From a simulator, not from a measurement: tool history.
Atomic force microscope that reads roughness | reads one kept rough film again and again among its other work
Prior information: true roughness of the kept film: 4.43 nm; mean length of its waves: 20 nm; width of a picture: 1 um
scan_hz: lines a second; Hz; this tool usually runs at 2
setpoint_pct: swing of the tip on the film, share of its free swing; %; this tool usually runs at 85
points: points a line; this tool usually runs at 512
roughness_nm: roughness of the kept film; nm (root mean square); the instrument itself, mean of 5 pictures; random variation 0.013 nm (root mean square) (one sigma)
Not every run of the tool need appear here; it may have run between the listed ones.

run 1 hour=0 | scan_hz=2 setpoint_pct=85 points=512 | roughness_nm=2.915
run 2 hour=15.7 | scan_hz=2 setpoint_pct=85 points=512 | roughness_nm=2.834
run 3 hour=32.5 | scan_hz=2 setpoint_pct=85 points=512 | roughness_nm=2.737
run 4 hour=51.6 | scan_hz=2 setpoint_pct=85 points=512 | roughness_nm=2.631
-- hour=64.9 new tip fitted
run 5 hour=73.4 | scan_hz=2 setpoint_pct=89 points=512 | roughness_nm=2.881
run 6 hour=85 | scan_hz=2 setpoint_pct=89 points=512 | roughness_nm=2.787
run 7 hour=98.4 | scan_hz=2 setpoint_pct=89 points=512 | roughness_nm=2.724
-- hour=101.1 height scale calibrated on a step standard
run 8 hour=115.1 | scan_hz=2 setpoint_pct=89 points=512 | roughness_nm=2.615
run 9 hour=137.4 | scan_hz=0.79 setpoint_pct=89 points=512 | roughness_nm=2.847
run 10 hour=147.9 | scan_hz=0.79 setpoint_pct=89 points=512 | roughness_nm=2.788
-- hour=156.6 new tip fitted
run 11 hour=171.2 | scan_hz=0.79 setpoint_pct=89 points=512 | roughness_nm=3.18
run 12 hour=188.4 | scan_hz=1.84 setpoint_pct=73 points=525 | roughness_nm=3.072
run 13 hour=212.5 | scan_hz=2 setpoint_pct=59 points=281 | roughness_nm=2.986
run 14 hour=232.6 | scan_hz=2 setpoint_pct=59 points=281 | roughness_nm=2.924
-- hour=244.5 height scale calibrated on a step standard, once more
run 15 hour=244.9 | scan_hz=3.05 setpoint_pct=59 points=838 | roughness_nm=2.867
-- hour=247.4 new tip fitted
run 16 hour=266.5 | scan_hz=3.05 setpoint_pct=59 points=838 | roughness_nm=3.245

Run 17 is up next; what results do you expect?
run 17 hour=290 | scan_hz=3.05 setpoint_pct=59 points=838 | roughness_nm=?

Run 17 measured roughness_nm 3.085 nm (root mean square).
Had the tool carried no hidden state, the very same run would have given roughness_nm 3.394 nm (root mean square).
